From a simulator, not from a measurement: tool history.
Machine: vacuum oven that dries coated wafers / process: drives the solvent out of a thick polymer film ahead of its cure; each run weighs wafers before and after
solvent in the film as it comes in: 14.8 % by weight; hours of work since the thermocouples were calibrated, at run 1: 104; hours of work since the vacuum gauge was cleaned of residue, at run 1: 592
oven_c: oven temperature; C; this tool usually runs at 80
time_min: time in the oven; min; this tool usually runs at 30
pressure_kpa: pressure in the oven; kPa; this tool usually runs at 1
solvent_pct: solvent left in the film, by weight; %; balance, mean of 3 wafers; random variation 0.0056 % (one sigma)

run	day	oven_c	time_min	pressure_kpa	hours of work since the thermocouples were calibrated	hours of work since the vacuum gauge was cleaned of residue	solvent_pct
1	0	80	30	1	104	592	0.84
2	1.279	80	20	1	126	614	1.72
3	2.438	80	30	1	146	634	0.844
4	3.35	91	30	1	162	650	0.289
5	3.971	91	16	1	173	661	0.801
6	5	91	16	1	190	678	0.807
7	5.758	80	30	1	204	691	0.845
8	6.417	80	30	1	215	703	0.837
9	7.504	80	30	1	234	722	0.838
10	8.575	80	30	1	252	740	0.845
11	9.833	91	30	1	274	762	0.289
12	11.179	91	30	1	297	785	0.3
13	12.267	76	30	1	316	804	1.287
14	13.371	91	30	1	335	823	0.307
15	14.65	91	30	0.6	357	845	0.226
16	15.333	80	30	1	368	856	0.827
17	15.896	80	30	1	378	866	0.843
18	16.696	80	30	1	392	880	0.837
19	17.567	91	32	1.66	407	895	0.424
20	18.512	91	32	1.66	423	911	0.426
21	19.096	67	30	1.04	433	921	2.997
22	19.896	67	30	1.04	447	935	2.984
23	20.433	67	27	0.56	456	944	3.194
24	21.4	89	27	1.87	473	961	0.574
25	22.308	89	27	1.87	488	976	0.564
26	23.329	68	16	1.44	506	994	5.375
27	24.029	68	16	1.44	518	1006	5.383

What does the tool deliver on the next run?
28	25.054	68	16	1.44	536	1024	?

Logged for run 28: solvent_pct 5.388 %.
Had the tool carried no hidden state, the very same run would have given solvent_pct 5.332 %.

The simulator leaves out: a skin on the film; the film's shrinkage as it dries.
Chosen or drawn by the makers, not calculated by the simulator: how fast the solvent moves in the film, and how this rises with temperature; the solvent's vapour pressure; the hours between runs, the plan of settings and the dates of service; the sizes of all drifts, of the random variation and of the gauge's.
